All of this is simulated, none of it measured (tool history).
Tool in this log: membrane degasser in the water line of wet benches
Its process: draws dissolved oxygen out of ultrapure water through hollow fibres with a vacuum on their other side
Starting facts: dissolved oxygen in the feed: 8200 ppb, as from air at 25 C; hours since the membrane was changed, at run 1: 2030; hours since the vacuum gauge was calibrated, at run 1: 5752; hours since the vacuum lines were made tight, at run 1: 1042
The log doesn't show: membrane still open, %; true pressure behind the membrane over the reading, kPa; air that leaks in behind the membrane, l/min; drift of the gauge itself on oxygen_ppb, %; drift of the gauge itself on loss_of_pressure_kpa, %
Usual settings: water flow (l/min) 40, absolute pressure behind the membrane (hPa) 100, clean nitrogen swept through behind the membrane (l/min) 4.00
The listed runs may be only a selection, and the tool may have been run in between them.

run	hour	water flow (l/min)	absolute pressure behind the membrane (hPa)	clean nitrogen swept through behind the membrane (l/min)	hours since the membrane was changed	hours since the vacuum gauge was calibrated	hours since the vacuum lines were made tight	dissolved oxygen in the water behind the degasser (ppb)	pressure that the water loses in the fibres (hPa)
1	0.0	40	100	4.00	2030	5752	1042	264.1	415.7
2	181.6	40	100	4.00	2212	5933	1223	263.6	416.1
3	447.8	40	100	4.00	2478	6200	1489	265.8	416.6
4	665.9	40	100	3.90	2696	6418	1707	268.2	410.6
5	885.8	40	100	4.00	2916	6637	1927	266.4	413.4
# hour 1085.9: vacuum gauge calibrated
6	1204.0	40	124	4.00	3234	118	2245	320.5	410.3
7	1339.7	40	124	9.56	3369	254	2381	204.6	413.8
8	1598.9	40	124	9.56	3629	513	2640	201.2	409.8
# hour 1800.8: seals of the vacuum lines changed
9	1859.4	40	100	4.00	3887	771	59	267.7	409.0
10	2176.7	40	100	4.00	4204	1089	376	271.9	407.3
11	2443.8	40	147	4.00	4472	1356	643	371.6	407.9
12	2691.0	40	147	4.00	4719	1603	890	366.2	405.8
13	3015.3	40	100	4.00	5043	1927	1214	265.6	404.2
# hour 3204.0: gauge calibrated
14	3204.0	40	100	4.00	5232	2116	1403	266.0	413.6
15	3463.6	40	100	4.00	5491	2376	1663	264.8	413.9
16	3654.0	40	100	4.00	5682	2566	1853	267.3	414.0

Expected results for the next run?
17	3815.7	40	100	4.00	5843	2728	2015	?	?

{"run 17": {"dissolved oxygen in the water behind the degasser (ppb)": 268.6, "pressure that the water loses in the fibres (hPa)": 412.3}}
With no hidden state in the tool, this same run would have given dissolved oxygen in the water behind the degasser (ppb) 268.3, pressure that the water loses in the fibres (hPa) 414.3.
